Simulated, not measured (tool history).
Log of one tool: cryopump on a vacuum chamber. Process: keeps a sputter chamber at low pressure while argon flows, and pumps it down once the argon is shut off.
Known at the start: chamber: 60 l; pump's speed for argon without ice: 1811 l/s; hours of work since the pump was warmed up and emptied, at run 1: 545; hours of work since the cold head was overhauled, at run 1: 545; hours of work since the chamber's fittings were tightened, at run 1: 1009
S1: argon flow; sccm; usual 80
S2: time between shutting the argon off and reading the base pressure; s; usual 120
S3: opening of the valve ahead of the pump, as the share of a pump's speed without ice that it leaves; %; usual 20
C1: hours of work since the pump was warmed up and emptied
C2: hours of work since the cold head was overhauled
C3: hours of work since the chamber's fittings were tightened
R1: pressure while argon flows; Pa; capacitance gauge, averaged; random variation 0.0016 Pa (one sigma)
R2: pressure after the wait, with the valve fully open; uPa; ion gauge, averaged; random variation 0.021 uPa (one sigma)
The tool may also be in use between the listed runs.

run 1 day=0 | S1=80 S2=120 S3=20 | C1=545 C2=545 C3=1009 | R1=0.3888 R2=0.98
run 2 day=0.933 | S1=80 S2=120 S3=20 | C1=562 C2=562 C3=1027 | R1=0.3902 R2=1.02
-- day=1.454 pump warmed up, emptied and cooled again
run 3 day=2 | S1=80 S2=120 S3=20 | C1=10 C2=579 C3=1044 | R1=0.3755 R2=0.89
run 4 day=2.667 | S1=80 S2=120 S3=20 | C1=23 C2=592 C3=1056 | R1=0.3763 R2=0.93
run 5 day=3.379 | S1=80 S2=47 S3=20 | C1=37 C2=605 C3=1070 | R1=0.3755 R2=1.21
run 6 day=3.867 | S1=80 S2=78 S3=20 | C1=46 C2=615 C3=1079 | R1=0.3744 R2=1.07
run 7 day=4.446 | S1=80 S2=78 S3=20 | C1=57 C2=626 C3=1090 | R1=0.3782 R2=1.09
run 8 day=5.417 | S1=80 S2=78 S3=20 | C1=76 C2=644 C3=1109 | R1=0.3778 R2=1.08
run 9 day=5.85 | S1=80 S2=120 S3=20 | C1=84 C2=652 C3=1117 | R1=0.3746 R2=0.96
run 10 day=6.433 | S1=52 S2=120 S3=20 | C1=95 C2=664 C3=1128 | R1=0.2449 R2=1.03
run 11 day=7.392 | S1=52 S2=120 S3=20 | C1=114 C2=682 C3=1147 | R1=0.2455 R2=0.98
run 12 day=8.05 | S1=99 S2=120 S3=20 | C1=126 C2=695 C3=1159 | R1=0.4694 R2=0.94
run 13 day=8.704 | S1=98 S2=179 S3=31 | C1=139 C2=707 C3=1172 | R1=0.3018 R2=0.98
run 14 day=9.2 | S1=99 S2=120 S3=20 | C1=148 C2=717 C3=1181 | R1=0.4709 R2=1
run 15 day=10.2 | S1=99 S2=20 S3=20 | C1=167 C2=736 C3=1200 | R1=0.473 R2=2.04
run 16 day=10.654 | S1=99 S2=20 S3=20 | C1=176 C2=744 C3=1209 | R1=0.4696 R2=2.11
run 17 day=11.471 | S1=80 S2=120 S3=26 | C1=192 C2=760 C3=1225 | R1=0.2927 R2=1.01
run 18 day=12.188 | S1=80 S2=120 S3=26 | C1=205 C2=774 C3=1239 | R1=0.293 R2=1.04
run 19 day=13.108 | S1=59 S2=61 S3=58 | C1=223 C2=791 C3=1256 | R1=0.1007 R2=1.29
run 20 day=13.754 | S1=137 S2=120 S3=52 | C1=235 C2=804 C3=1268 | R1=0.2605 R2=1.09
run 21 day=14.612 | S1=80 S2=75 S3=53 | C1=252 C2=820 C3=1285 | R1=0.1492 R2=1.18
run 22 day=15.142 | S1=139 S2=29 S3=16 | C1=262 C2=830 C3=1295 | R1=0.8317 R2=1.79
run 23 day=15.938 | S1=67 S2=29 S3=16 | C1=277 C2=845 C3=1310 | R1=0.3995 R2=1.78

4 ways to go on from here, each from the tool as it stands after run 23. What would each give?
run A day=16.779 | S1=80 S2=205 S3=31 | C1=293 C2=862 C3=1326 | R1=? R2=?
run B day=16.779 | S1=67 S2=287 S3=28 | C1=293 C2=862 C3=1326 | R1=? R2=?
run C day=16.779 | S1=58 S2=46 S3=44 | C1=293 C2=862 C3=1326 | R1=? R2=?
run D day=16.779 | S1=53 S2=74 S3=20 | C1=293 C2=862 C3=1326 | R1=? R2=?

run=A R1=0.2509 R2=1
run=B R1=0.2299 R2=0.99
run=C R1=0.1292 R2=1.57
run=D R1=0.2548 R2=1.28
Without the tool's hidden state the same runs would have given:
run=A R1=0.2421 R2=0.27
run=B R1=0.2225 R2=0.24
run=C R1=0.1228 R2=0.79
run=D R1=0.2489 R2=0.52
